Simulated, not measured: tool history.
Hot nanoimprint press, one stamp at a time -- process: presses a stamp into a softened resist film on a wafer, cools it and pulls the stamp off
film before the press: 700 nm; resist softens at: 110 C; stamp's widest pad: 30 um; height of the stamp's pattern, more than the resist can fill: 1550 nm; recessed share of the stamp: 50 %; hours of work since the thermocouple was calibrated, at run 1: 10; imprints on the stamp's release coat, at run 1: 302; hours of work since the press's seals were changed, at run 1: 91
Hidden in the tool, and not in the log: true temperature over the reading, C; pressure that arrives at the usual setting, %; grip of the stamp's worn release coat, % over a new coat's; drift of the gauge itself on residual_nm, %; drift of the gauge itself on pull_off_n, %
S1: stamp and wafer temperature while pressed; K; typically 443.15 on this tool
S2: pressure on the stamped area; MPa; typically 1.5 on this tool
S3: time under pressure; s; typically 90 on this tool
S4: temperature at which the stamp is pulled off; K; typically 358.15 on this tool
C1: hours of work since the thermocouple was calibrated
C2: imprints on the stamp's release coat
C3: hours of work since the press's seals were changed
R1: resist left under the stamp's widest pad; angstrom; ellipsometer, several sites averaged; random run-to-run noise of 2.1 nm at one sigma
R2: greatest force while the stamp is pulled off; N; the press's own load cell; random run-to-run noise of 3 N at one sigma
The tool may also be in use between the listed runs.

run,day,S1,S2,S3,S4,C1,C2,C3,R1,R2
1,0,443.15,1.5,90,358.15,10,302,91,3491,151
2,1.596,443.15,1.5,90,358.15,31,408,111,3435,162
3,2.583,446.15,1.5,90,358.15,44,474,124,2937,162
4,3.996,446.15,1.5,90,358.15,62,569,143,2941,167
5,5.004,446.15,1.5,90,358.15,75,636,156,2900,166
6,6.65,446.15,1.5,90,358.15,97,746,177,2876,174
7,7.888,446.15,1.5,90,358.15,113,829,193,2863,176
8,9.542,446.15,1.5,90,358.15,134,939,214,2894,183
# day 10.971: stamp cleaned and given a new release coat
9,11.454,446.15,1.5,90,358.15,156,33,236,2850,145
10,13.083,446.15,1.5,90,358.15,177,142,257,2895,145
11,14.667,446.15,1.5,90,358.15,197,247,278,2855,151
12,16.238,443.15,1.5,90,358.15,218,352,298,3330,153
13,17.038,443.15,1.5,90,358.15,228,406,308,3322,158
14,18.408,443.15,1.5,90,358.15,246,497,326,3315,160
15,19.192,443.15,1.5,90,352.15,256,550,336,3358,170
16,19.925,443.15,1.5,90,352.15,265,599,346,3328,171
17,21.429,443.15,1.5,90,352.15,285,699,365,3310,175
18,22.267,444.15,1.5,90,347.15,296,755,376,3154,186
19,23.838,443.15,1.59,90,355.15,316,860,397,3202,183
20,25.075,439.15,1.38,90,358.15,332,943,413,4246,176
# day 26.496: stamp cleaned and given a new release coat
21,26.717,433.15,1.54,90,358.15,350,15,431,5216,144
# day 26.929: plate thermocouple calibrated
22,27.704,435.15,2.09,175,356.15,10,73,442,3377,140
23,28.604,447.15,1.63,90,358.15,22,133,453,2417,148
24,30.238,443.15,1.5,90,364.15,43,242,475,3147,143
25,31.104,443.15,1.5,90,364.15,54,300,486,3140,150
# day 32.617: plate thermocouple calibrated, once more
# day 33.071: press's hydraulic seals changed and the load cell set to zero
26,33.071,437.15,1.25,119,358.15,2,401,0,4618,159
27,34.204,439.15,1.5,90,358.15,16,477,15,4187,163
28,35.725,439.15,2.21,49,358.15,36,578,34,4122,164
29,37.388,439.15,2.21,49,358.15,58,689,56,4163,166

Table of differences, measured result less the result of that run with no hidden state. Run-to-run variation is the same in both. Gauge scatter possibly is not:
run,R1,R2
1,+1,+12
2,-11,+18
3,-15,+20
4,-25,+24
5,-31,+27
6,-40,+32
7,-48,+35
8,-60,+40
9,-69,+1
10,-80,+5
11,-89,+10
12,-113,+14
13,-118,+17
14,-127,+20
15,-135,+23
16,-140,+25
17,-149,+30
18,-148,+34
19,-159,+38
20,-205,+38
21,-205,-1
22,-309,+1
23,-218,+4
24,-297,+8
25,-301,+11
26,-50,+17
27,-59,+21
28,-69,+24
29,-82,+29

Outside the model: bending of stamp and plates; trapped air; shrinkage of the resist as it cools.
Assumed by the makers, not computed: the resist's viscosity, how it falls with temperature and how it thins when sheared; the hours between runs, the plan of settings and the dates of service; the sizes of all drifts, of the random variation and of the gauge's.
